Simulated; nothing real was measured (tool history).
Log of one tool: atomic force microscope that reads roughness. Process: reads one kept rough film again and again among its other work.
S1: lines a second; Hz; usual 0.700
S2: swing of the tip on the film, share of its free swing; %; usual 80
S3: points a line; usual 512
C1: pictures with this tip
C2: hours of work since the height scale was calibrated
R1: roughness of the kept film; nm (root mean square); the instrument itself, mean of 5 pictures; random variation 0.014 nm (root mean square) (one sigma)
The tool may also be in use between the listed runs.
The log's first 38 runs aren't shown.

Run 39, hour 809.1: usual settings but S1 0.851 Hz, S2 65 %, S3 985; C1 61; C2 12. Result: R1 3.400 nm (root mean square).
Run 40, hour 836.8: usual settings but S1 3.961 Hz, S2 59 %; C1 118; C2 31. Result: R1 3.199 nm (root mean square).
Run 41, hour 865.2: usual settings but S1 3.961 Hz, S2 62 %; C1 177; C2 49. Result: R1 3.098 nm (root mean square).
At hour 885.0: new tip fitted.
Run 42, hour 885.3: usual settings but S1 2.209 Hz, S2 66 %, S3 404; C1 0; C2 62. Result: R1 3.381 nm (root mean square).
Run 43, hour 915.1: usual settings but S1 1.216 Hz, S2 68 %, S3 558; C1 62; C2 81. Result: R1 3.354 nm (root mean square).
Run 44, hour 929.6: usual settings but S3 926; C1 93; C2 91. Result: R1 3.307 nm (root mean square).
Run 45, hour 947.7: usual settings but S3 926; C1 130; C2 103. Result: R1 3.266 nm (root mean square).
Run 46, hour 975.1: usual settings but S1 1.983 Hz, S2 68 %, S3 267; C1 187; C2 121. Result: R1 3.121 nm (root mean square).
At hour 989.1: new tip fitted.
Run 47, hour 1001.2: usual settings but S1 1.983 Hz, S2 68 %, S3 267; C1 26; C2 137. Result: R1 3.378 nm (root mean square).
Run 48, hour 1029.7: usual settings but S1 1.983 Hz, S2 60 %, S3 267; C1 85; C2 156. Result: R1 3.351 nm (root mean square).
Run 49, hour 1047.6: usual settings but S1 3.246 Hz, S2 69 %, S3 363; C1 122; C2 168. Result: R1 3.163 nm (root mean square).

Forecast each of these 3 alternatives for the next run:
Run A, hour 1062.3: usual settings but S1 3.418 Hz, S3 755; C1 153; C2 177. Result: R1 ?.
Run B, hour 1062.3: usual settings but S1 2.729 Hz, S2 78 %, S3 305; C1 153; C2 177. Result: R1 ?.
Run C, hour 1062.3: usual settings but S1 0.570 Hz, S2 84 %; C1 153; C2 177. Result: R1 ?.

run     R1
  A  2.949
  B  3.040
  C  3.261
Without the tool's hidden state the same runs would have given:
run     R1
  A  3.138
  B  3.234
  C  3.470
